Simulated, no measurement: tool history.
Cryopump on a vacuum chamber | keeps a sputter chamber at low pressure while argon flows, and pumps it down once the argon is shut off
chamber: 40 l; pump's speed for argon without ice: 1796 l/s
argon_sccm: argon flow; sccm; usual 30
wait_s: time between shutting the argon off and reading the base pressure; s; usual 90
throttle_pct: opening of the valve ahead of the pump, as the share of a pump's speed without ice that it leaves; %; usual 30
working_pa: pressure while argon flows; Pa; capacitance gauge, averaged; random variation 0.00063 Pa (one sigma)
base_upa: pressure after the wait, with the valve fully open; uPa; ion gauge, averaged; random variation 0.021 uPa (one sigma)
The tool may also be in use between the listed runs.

run 1 hour=0 | argon_sccm=30 wait_s=90 throttle_pct=30 | working_pa=0.098 base_upa=0.96
run 2 hour=13.2 | argon_sccm=30 wait_s=90 throttle_pct=30 | working_pa=0.0962 base_upa=1.04
run 3 hour=31.5 | argon_sccm=30 wait_s=90 throttle_pct=30 | working_pa=0.0977 base_upa=1.04
run 4 hour=52.2 | argon_sccm=21 wait_s=90 throttle_pct=30 | working_pa=0.068 base_upa=1.03
run 5 hour=66 | argon_sccm=21 wait_s=90 throttle_pct=59 | working_pa=0.0361 base_upa=1.09
run 6 hour=83.2 | argon_sccm=21 wait_s=90 throttle_pct=59 | working_pa=0.0362 base_upa=1.09
run 7 hour=106.5 | argon_sccm=13 wait_s=90 throttle_pct=59 | working_pa=0.0224 base_upa=1.08
run 8 hour=128.9 | argon_sccm=13 wait_s=90 throttle_pct=59 | working_pa=0.0228 base_upa=1.09
run 9 hour=140 | argon_sccm=13 wait_s=90 throttle_pct=59 | working_pa=0.0225 base_upa=1.14
run 10 hour=161 | argon_sccm=30 wait_s=90 throttle_pct=30 | working_pa=0.0988 base_upa=1.16
run 11 hour=184.7 | argon_sccm=30 wait_s=90 throttle_pct=30 | working_pa=0.0979 base_upa=1.18
run 12 hour=202.3 | argon_sccm=30 wait_s=90 throttle_pct=30 | working_pa=0.0989 base_upa=1.18
run 13 hour=221.3 | argon_sccm=30 wait_s=90 throttle_pct=30 | working_pa=0.0992 base_upa=1.16
run 14 hour=237.1 | argon_sccm=30 wait_s=90 throttle_pct=30 | working_pa=0.098 base_upa=1.16
run 15 hour=249.2 | argon_sccm=30 wait_s=90 throttle_pct=21 | working_pa=0.1392 base_upa=1.19
run 16 hour=268.3 | argon_sccm=30 wait_s=90 throttle_pct=21 | working_pa=0.141 base_upa=1.16
run 17 hour=284.4 | argon_sccm=30 wait_s=90 throttle_pct=21 | working_pa=0.1389 base_upa=1.21
run 18 hour=305.6 | argon_sccm=13 wait_s=223 throttle_pct=30 | working_pa=0.043 base_upa=1.07
run 19 hour=319.5 | argon_sccm=22 wait_s=256 throttle_pct=37 | working_pa=0.061 base_upa=1.06
run 20 hour=343.2 | argon_sccm=35 wait_s=90 throttle_pct=30 | working_pa=0.1172 base_upa=1.29
run 21 hour=356.8 | argon_sccm=13 wait_s=90 throttle_pct=16 | working_pa=0.0794 base_upa=1.27
run 22 hour=379.1 | argon_sccm=30 wait_s=90 throttle_pct=53 | working_pa=0.0594 base_upa=1.33
run 23 hour=397.4 | argon_sccm=16 wait_s=90 throttle_pct=16 | working_pa=0.0984 base_upa=1.3
run 24 hour=415.6 | argon_sccm=16 wait_s=90 throttle_pct=16 | working_pa=0.0977 base_upa=1.3
run 25 hour=434.7 | argon_sccm=38 wait_s=62 throttle_pct=30 | working_pa=0.1284 base_upa=1.47
run 26 hour=447.1 | argon_sccm=23 wait_s=90 throttle_pct=34 | working_pa=0.0683 base_upa=1.31
run 27 hour=470.9 | argon_sccm=23 wait_s=90 throttle_pct=34 | working_pa=0.0694 base_upa=1.37
run 28 hour=491.8 | argon_sccm=33 wait_s=90 throttle_pct=30 | working_pa=0.1113 base_upa=1.39
run 29 hour=504.7 | argon_sccm=21 wait_s=28 throttle_pct=35 | working_pa=0.0628 base_upa=1.96
run 30 hour=529.1 | argon_sccm=21 wait_s=28 throttle_pct=35 | working_pa=0.0622 base_upa=2.02
run 31 hour=550.3 | argon_sccm=30 wait_s=90 throttle_pct=18 | working_pa=0.1666 base_upa=1.45
run 32 hour=566.7 | argon_sccm=23 wait_s=90 throttle_pct=30 | working_pa=0.0782 base_upa=1.49
run 33 hour=587.1 | argon_sccm=34 wait_s=32 throttle_pct=46 | working_pa=0.0796 base_upa=1.96

Run 34 comes next. What will it give?
run 34 hour=604.7 | argon_sccm=51 wait_s=38 throttle_pct=37 | working_pa=? base_upa=?

{"run 34": {"working_pa": 0.1444, "base_upa": 1.82}}
Without the tool's hidden state the same run would have given working_pa 0.1295 Pa, base_upa 0.78 uPa.
